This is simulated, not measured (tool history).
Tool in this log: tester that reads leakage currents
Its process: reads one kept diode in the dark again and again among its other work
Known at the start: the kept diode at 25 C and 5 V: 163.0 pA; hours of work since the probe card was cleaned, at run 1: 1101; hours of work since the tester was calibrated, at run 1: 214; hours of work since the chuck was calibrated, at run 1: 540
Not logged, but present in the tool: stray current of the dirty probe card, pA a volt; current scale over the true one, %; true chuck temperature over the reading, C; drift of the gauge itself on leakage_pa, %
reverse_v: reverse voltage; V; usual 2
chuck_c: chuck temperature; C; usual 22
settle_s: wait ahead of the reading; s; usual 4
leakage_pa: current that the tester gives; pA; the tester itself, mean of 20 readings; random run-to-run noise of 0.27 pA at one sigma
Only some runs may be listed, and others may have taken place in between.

| run | hour | reverse_v | chuck_c | settle_s | hours of work since the probe card was cleaned | hours of work since the tester was calibrated | hours of work since the chuck was calibrated | leakage_pa |
|---|---|---|---|---|---|---|---|---|
| 1 | 0 | 2 | 22 | 4 | 1101 | 214 | 540 | 82.64 |
| 2 | 40.4 | 2 | 22 | 4 | 1126 | 239 | 565 | 82.71 |
| 3 | 63.3 | 2 | 22 | 4 | 1140 | 253 | 579 | 82.78 |
| 4 | 113.9 | 2 | 22 | 4.88 | 1171 | 284 | 611 | 82.61 |
| 5 | 164.6 | 2 | 22 | 4.88 | 1202 | 315 | 642 | 81.88 |
| 6 | 186.4 | 2 | 22 | 4.88 | 1215 | 329 | 655 | 81.85 |
| 7 | 223.7 | 2 | 42 | 4 | 1238 | 352 | 678 | 440.59 |
| 8 | 260.9 | 5.4 | 42 | 4 | 1261 | 375 | 701 | 645.99 |
| 9 | 285 | 2 | 22 | 4 | 1276 | 390 | 716 | 81.4 |
| 10 | 307.1 | 13.92 | 22 | 4 | 1290 | 403 | 730 | 183.2 |
| 11 | 354.5 | 13.92 | 22 | 4 | 1319 | 432 | 759 | 182.05 |
| 12 | 385.8 | 13.92 | 22 | 4 | 1338 | 452 | 778 | 181.6 |
| 13 | 411.7 | 13.92 | 22 | 4 | 1354 | 468 | 794 | 181.79 |
| 14 | 450.3 | 2 | 51 | 4 | 1378 | 491 | 818 | 872.1 |
| 15 | 483.6 | 2 | 30 | 4 | 1399 | 512 | 839 | 160.73 |
| 16 | 535.9 | 2 | 30 | 4 | 1431 | 544 | 871 | 159.95 |
| 17 | 567.5 | 2 | 22 | 5.7 | 1450 | 564 | 890 | 79.83 |
| 18 | 609.1 | 2 | 22 | 5.7 | 1476 | 589 | 916 | 79.47 |
| 19 | 659.9 | 1.74 | 58 | 5.7 | 1507 | 621 | 947 | 1368.46 |
|  | 666.8 | probe card cleaned and baked |
| 20 | 714.3 | 1.74 | 58 | 5.7 | 29 | 652 | 979 | 1368.45 |
| 21 | 757.6 | 1.74 | 23 | 1.29 | 56 | 679 | 1006 | 82.46 |
| 22 | 790.4 | 1.74 | 23 | 1.29 | 76 | 699 | 1026 | 81.97 |
| 23 | 841 | 9.86 | 33 | 1.14 | 107 | 730 | 1057 | 388.56 |
| 24 | 866.5 | 1.21 | 41 | 1.35 | 123 | 746 | 1073 | 319.48 |
| 25 | 907.6 | 1.21 | 58 | 2.4 | 148 | 772 | 1098 | 1164.88 |
|  | 932.5 | probe card cleaned and baked, once more |
| 26 | 946.5 | 3.33 | 27 | 2.92 | 9 | 794 | 1120 | 141.9 |
| 27 | 987.5 | 5.29 | 43 | 7.86 | 34 | 819 | 1145 | 650.9 |
| 28 | 1015 | 12.07 | 22 | 1.51 | 51 | 836 | 1162 | 149.94 |

Predict the results of run 29:
| 29 | 1061.4 | 12.07 | 22 | 1.51 | 80 | 865 | 1191 | ? |

{"run 29": {"leakage_pa": 150.42}}
On a tool with no hidden condition, and with the same random variation, this run would have come out at leakage_pa 177.51 pA.
